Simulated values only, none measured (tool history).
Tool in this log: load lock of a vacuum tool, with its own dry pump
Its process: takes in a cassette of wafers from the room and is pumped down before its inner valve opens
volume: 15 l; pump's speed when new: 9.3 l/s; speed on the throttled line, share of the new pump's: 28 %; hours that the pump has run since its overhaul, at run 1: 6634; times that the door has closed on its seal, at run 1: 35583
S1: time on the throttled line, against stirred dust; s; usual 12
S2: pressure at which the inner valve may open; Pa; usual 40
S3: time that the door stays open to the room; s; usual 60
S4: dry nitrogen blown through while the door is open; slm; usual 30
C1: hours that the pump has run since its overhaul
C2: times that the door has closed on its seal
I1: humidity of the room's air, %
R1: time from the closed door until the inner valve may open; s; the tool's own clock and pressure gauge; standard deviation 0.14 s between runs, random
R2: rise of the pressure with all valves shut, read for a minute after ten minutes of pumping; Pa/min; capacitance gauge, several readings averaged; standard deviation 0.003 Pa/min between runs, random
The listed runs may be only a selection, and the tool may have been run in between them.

run    hour  S1  S2   S3  S4     C1     C2    I1    R1     R2
  1     0.0  12  40   60  30   6634  35583  44.8  21.7  0.278
  2   142.8  12  40   60  30   6777  36268  45.5  21.5  0.297
  3   389.6  12  40   42  30   7024  37453  47.2  21.6  0.302
  4   520.9  21  40   60  30   7155  38083  45.1  28.1  0.316
  5   673.5  21  40   60  30   7308  38816  45.9  28.0  0.331
  6   801.6  21  40   60  30   7436  39431  46.0  28.0  0.333
  7   998.6  21  40   60  30   7633  40377  40.2  28.0  0.349
  8  1235.4  21  40   60  30   7870  41513  41.8  28.3  0.355
  9  1369.5  21  40   60  19   8004  42157  44.4  27.9  0.371
 10  1538.0  21  40   60  19   8172  42966  39.9  28.4  0.379
 11  1655.8  21  71   60  19   8290  43532  44.4  26.8  0.385
 12  1780.0  12  40   60  30   8414  44128  46.6  21.7  0.384
 13  2030.2  12  40   60  30   8664  45329  46.3  21.9  0.413
 14  2194.8  12  40   60  30   8829  46119  48.1  22.0  0.418
 15  2389.2  17  40   47  30   9023  47052  47.9  25.1  0.430
 16  2529.5  22  40  102  30   9164  47726  50.4  28.6  0.444
 17  2650.0   9  40  214  19   9284  48304  47.2  19.5  0.480
 18  2865.9   9  40  214  19   9500  49341  48.0  19.6  0.493
 19  3024.7   9  40  214  19   9659  50103  44.0  19.9  0.497
 20  3177.0   9  40  214  19   9811  50835  42.6  19.8  0.517
 21  3373.9   9  40  214  19  10008  51780  48.4  19.6  0.527
 22  3538.0  13  40   32   9  10172  52567  43.0  22.3  0.526
 23  3679.0  12  38   92  30  10313  53244  45.7  22.1  0.525
 24  3864.3  12  38   92  30  10499  54134  43.7  22.0  0.543
 25  4001.6  12  38   92  30  10636  54793  45.2  22.1  0.539
 26  4255.4   6  50  158  22  10890  56011  45.7  17.5  0.571
 27  4395.6  17  39  158  22  11030  56685  46.6  25.5  0.587
 28  4529.8   7  39   28   7  11164  57329  46.6  18.3  0.591

Here are 3 independent what-if runs from the current tool condition. What would each one return?
  A  4716.6   7  31   74   7  11351  58226  44.7   ?   ?
  B  4716.6  22  47  129  30  11351  58226  44.7   ?   ?
  C  4716.6  11  40   60  11  11351  58226  48.9   ?   ?

run    R1     R2
  A  18.9  0.624
  B  28.6  0.600
  C  21.1  0.624
Without the tool's hidden state the same runs would have given:
run    R1     R2
  A  18.2  0.050
  B  28.2  0.037
  C  20.5  0.047
